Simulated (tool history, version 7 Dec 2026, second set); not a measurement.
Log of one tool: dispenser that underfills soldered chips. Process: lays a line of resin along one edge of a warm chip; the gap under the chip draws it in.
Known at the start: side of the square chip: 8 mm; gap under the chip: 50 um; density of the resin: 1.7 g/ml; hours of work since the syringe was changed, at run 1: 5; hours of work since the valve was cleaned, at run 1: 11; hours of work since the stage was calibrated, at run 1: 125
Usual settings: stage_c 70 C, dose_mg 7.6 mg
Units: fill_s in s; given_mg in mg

run,hour,stage_c,dose_mg,hours of work since the syringe was changed,hours of work since the valve was cleaned,hours of work since the stage was calibrated,fill_s,given_mg
1,0,70,7.6,5,11,125,104.4,7.56
2,6.5,70,7.6,10,15,130,142.7,7.54
# hour 8.9: new syringe of resin
3,13.4,70,7.6,3,20,134,87.8,7.52
4,18.8,70,7.6,7,24,138,117.7,7.53
5,23.7,70,7.6,10,27,141,149.2,7.5
# hour 25.5: new syringe of resin
6,27.1,80,7.6,1,29,144,57.6,7.49
7,31.6,80,7.15,4,32,147,74.4,7.02
8,37.7,80,7.15,8,36,151,98.6,7.02
# hour 42.4: new syringe of resin
9,42.4,80,7.15,0,39,154,53.6,7.01
10,46.6,61,7.15,3,42,157,118.3,7
11,50.4,63,7.6,5,45,159,133.1,7.4
12,55.4,63,7.6,9,48,163,176.9,7.41
# hour 59.3: new syringe of resin
13,59.9,70,7.6,0,51,165,73.3,7.38
14,65.3,70,9.08,4,55,169,94.4,8.8
# hour 71.6: dispensing valve cleaned and set on the balance
15,71.7,70,9.08,8,0,173,123.1,9.07

Forecast run 16:
# hour 77.1: new syringe of resin
16,79.4,70,9.08,2,5,178,?,?

fill_s: 77.9 s
given_mg: 9.05 mg
Without the tool's hidden state the same run would have given fill_s 69.2 s, given_mg 9.09 mg.

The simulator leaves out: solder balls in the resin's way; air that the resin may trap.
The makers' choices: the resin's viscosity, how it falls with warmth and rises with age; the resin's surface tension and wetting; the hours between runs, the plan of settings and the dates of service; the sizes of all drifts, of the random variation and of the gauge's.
